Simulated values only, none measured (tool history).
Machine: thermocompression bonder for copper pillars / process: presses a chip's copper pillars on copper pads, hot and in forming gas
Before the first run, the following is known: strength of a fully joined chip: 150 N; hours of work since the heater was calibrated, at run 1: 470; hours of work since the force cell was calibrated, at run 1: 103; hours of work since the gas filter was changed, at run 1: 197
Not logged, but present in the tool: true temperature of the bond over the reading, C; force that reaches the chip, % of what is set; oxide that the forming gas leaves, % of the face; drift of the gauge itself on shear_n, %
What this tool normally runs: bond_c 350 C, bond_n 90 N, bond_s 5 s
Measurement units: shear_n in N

| run | day | bond_c | bond_n | bond_s | hours of work since the heater was calibrated | hours of work since the force cell was calibrated | hours of work since the gas filter was changed | shear_n |
|---|---|---|---|---|---|---|---|---|
| 1 | 0 | 350 | 90 | 5 | 470 | 103 | 197 | 103 |
| 2 | 0.188 | 350 | 90 | 5 | 473 | 106 | 200 | 100.6 |
| 3 | 0.358 | 350 | 90 | 5 | 476 | 109 | 203 | 101.9 |
| 4 | 0.675 | 350 | 90 | 5 | 481 | 115 | 208 | 102.3 |
| 5 | 1.012 | 355 | 90 | 5 | 487 | 120 | 214 | 106.5 |
| 6 | 1.288 | 355 | 90 | 5 | 491 | 125 | 218 | 104.6 |
| 7 | 1.504 | 355 | 88 | 5 | 495 | 128 | 222 | 105.4 |
| 8 | 1.862 | 355 | 88 | 5 | 501 | 134 | 228 | 103.1 |
| 9 | 2.179 | 370 | 90 | 5 | 506 | 140 | 233 | 117.1 |
| 10 | 2.458 | 350 | 90 | 5 | 511 | 144 | 238 | 101.8 |
| 11 | 2.783 | 350 | 90 | 5 | 516 | 150 | 243 | 101.5 |
| 12 | 3.192 | 350 | 90 | 5 | 523 | 157 | 250 | 100.6 |
| 13 | 3.538 | 350 | 90 | 5 | 529 | 162 | 256 | 102.6 |
| 14 | 3.754 | 350 | 90 | 5 | 532 | 166 | 259 | 102.3 |
| 15 | 4.071 | 350 | 90 | 5 | 538 | 171 | 265 | 97.6 |
| 16 | 4.258 | 350 | 83 | 5 | 541 | 174 | 268 | 98.3 |
| 17 | 4.629 | 350 | 83 | 5 | 547 | 181 | 274 | 96.4 |
| 18 | 4.921 | 350 | 90 | 5 | 552 | 186 | 279 | 99.5 |
| 19 | 5.254 | 350 | 90 | 5 | 558 | 191 | 285 | 100.6 |
| 20 | 5.567 | 373 | 65 | 11 | 563 | 196 | 290 | 127.2 |
| 21 | 5.908 | 373 | 65 | 11 | 569 | 202 | 296 | 123.6 |
| 22 | 6.238 | 371 | 65 | 11 | 574 | 208 | 301 | 122.8 |
| 23 | 6.442 | 350 | 81 | 7 | 577 | 211 | 304 | 104.2 |
| 24 | 6.808 | 350 | 113 | 7 | 584 | 217 | 311 | 117.5 |
| 25 | 7.033 | 369 | 113 | 4 | 587 | 221 | 314 | 117.7 |
| 26 | 7.396 | 373 | 113 | 4 | 593 | 227 | 320 | 118.6 |
| 27 | 7.742 | 350 | 104 | 5 | 599 | 233 | 326 | 105.6 |
| 28 | 8.146 | 321 | 104 | 7 | 606 | 239 | 333 | 87 |
| 29 | 8.5 | 321 | 104 | 7 | 612 | 245 | 339 | 89.2 |
| 30 | 8.675 | 350 | 62 | 14 | 615 | 248 | 342 | 113.4 |
| 31 | 9.067 | 355 | 68 | 4 | 621 | 255 | 348 | 86.6 |
| 32 | 9.375 | 350 | 69 | 4 | 626 | 260 | 353 | 84.5 |
| 33 | 9.738 | 350 | 69 | 4 | 632 | 266 | 359 | 84.4 |
| 34 | 10.038 | 350 | 69 | 4 | 638 | 271 | 365 | 83.9 |
| 35 | 10.317 | 326 | 69 | 4 | 642 | 276 | 369 | 65.3 |
| 36 | 10.6 | 337 | 99 | 5 | 647 | 280 | 374 | 93.4 |
| 37 | 11 | 357 | 90 | 9 | 654 | 287 | 381 | 116.9 |

Measured less the same run without the tool's hidden state. The same run-to-run variation is in both; the gauge's scatter may not be:
| run | shear_n |
|---|---|
| 1 | -5.5 |
| 2 | -5.5 |
| 3 | -5.7 |
| 4 | -5.7 |
| 5 | -5.9 |
| 6 | -5.8 |
| 7 | -5.8 |
| 8 | -5.9 |
| 9 | -5.7 |
| 10 | -6.2 |
| 11 | -6.4 |
| 12 | -6.5 |
| 13 | -6.6 |
| 14 | -6.6 |
| 15 | -6.4 |
| 16 | -6.7 |
| 17 | -6.7 |
| 18 | -6.9 |
| 19 | -6.9 |
| 20 | -6.1 |
| 21 | -6 |
| 22 | -6.2 |
| 23 | -7.2 |
| 24 | -7.1 |
| 25 | -6.9 |
| 26 | -6.9 |
| 27 | -7.6 |
| 28 | -8 |
| 29 | -8.3 |
| 30 | -7.7 |
| 31 | -7.6 |
| 32 | -7.8 |
| 33 | -7.9 |
| 34 | -8 |
| 35 | -7.5 |
| 36 | -8.7 |
| 37 | -7.8 |
